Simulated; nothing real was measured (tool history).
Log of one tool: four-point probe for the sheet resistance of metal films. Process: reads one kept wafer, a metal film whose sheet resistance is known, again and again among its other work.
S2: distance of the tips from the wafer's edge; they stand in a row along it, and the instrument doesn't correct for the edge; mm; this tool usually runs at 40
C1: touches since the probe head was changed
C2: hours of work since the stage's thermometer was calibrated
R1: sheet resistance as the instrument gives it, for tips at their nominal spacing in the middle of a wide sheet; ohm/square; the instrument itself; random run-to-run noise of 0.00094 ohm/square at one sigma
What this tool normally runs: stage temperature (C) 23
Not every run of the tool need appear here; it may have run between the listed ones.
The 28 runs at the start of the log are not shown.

Run 29, hour 1320.9: usual settings but stage temperature (C) 26, S2 5 mm; C1 59159; C2 1920. Result: R1 4.75238 ohm/square.
Run 30, hour 1349.3: usual settings but stage temperature (C) 26, S2 5 mm; C1 59737; C2 1937. Result: R1 4.750864 ohm/square.
Run 31, hour 1401.1: usual settings but stage temperature (C) 22, S2 9 mm; C1 60792; C2 1967. Result: R1 4.665683 ohm/square.
Run 32, hour 1443.1: usual settings but stage temperature (C) 22, S2 6 mm; C1 61646; C2 1992. Result: R1 4.703669 ohm/square.
Run 33, hour 1472.8: usual settings but stage temperature (C) 19, S2 3 mm; C1 62250; C2 2009. Result: R1 4.883012 ohm/square.
Run 34, hour 1505.1: usual settings but stage temperature (C) 19, S2 35 mm; C1 62906; C2 2028. Result: R1 4.624786 ohm/square.
Run 35, hour 1569.1: usual settings but S2 17 mm; C1 64209; C2 2066. Result: R1 4.645782 ohm/square.
Run 36, hour 1600.2: usual settings but S2 17 mm; C1 64842; C2 2084. Result: R1 4.645904 ohm/square.
Run 37, hour 1665.5: usual settings but stage temperature (C) 30, S2 10 mm; C1 66171; C2 2123. Result: R1 4.687018 ohm/square.
Run 38, hour 1718.8: usual settings but stage temperature (C) 24, S2 19 mm; C1 67255; C2 2154. Result: R1 4.645314 ohm/square.
Run 39, hour 1751.7: usual settings but stage temperature (C) 22, S2 3 mm; C1 67925; C2 2174. Result: R1 4.891387 ohm/square.
Run 40, hour 1784.3: usual settings but stage temperature (C) 21, S2 6 mm; C1 68587; C2 2193. Result: R1 4.694476 ohm/square.
Run 41, hour 1817: usual settings but stage temperature (C) 21, S2 6 mm; C1 69253; C2 2212. Result: R1 4.694797 ohm/square.
Run 42, hour 1871.8: usual settings but stage temperature (C) 21, S2 6 mm; C1 70369; C2 2244. Result: R1 4.693825 ohm/square.
At hour 1909: stage's thermometer calibrated.
Run 43, hour 1932: usual settings but stage temperature (C) 33, S2 9 mm; C1 71583; C2 14. Result: R1 4.711146 ohm/square.
Run 44, hour 1997.9: usual settings but stage temperature (C) 33, S2 9 mm; C1 72923; C2 52. Result: R1 4.708555 ohm/square.
Run 45, hour 2057.3: usual settings but stage temperature (C) 25, S2 10 mm; C1 74131; C2 87. Result: R1 4.671098 ohm/square.
Run 46, hour 2113: usual settings but stage temperature (C) 25, S2 10 mm; C1 75265; C2 120. Result: R1 4.66852 ohm/square.

Alternative continuations, all from the tool just after run 46; predict every row:
Run A, hour 2156.4: usual settings but S2 34 mm; C1 76148; C2 146. Result: R1 ?.
Run B, hour 2156.4: usual settings but stage temperature (C) 26, S2 10 mm; C1 76148; C2 146. Result: R1 ?.
Run C, hour 2156.4: usual settings but stage temperature (C) 29, S2 10 mm; C1 76148; C2 146. Result: R1 ?.

run        R1
  A  4.640121
  B  4.675165
  C  4.684521
Without the tool's unlogged condition, the same runs would have read:
run        R1
  A  4.682132
  B  4.717472
  C  4.726908
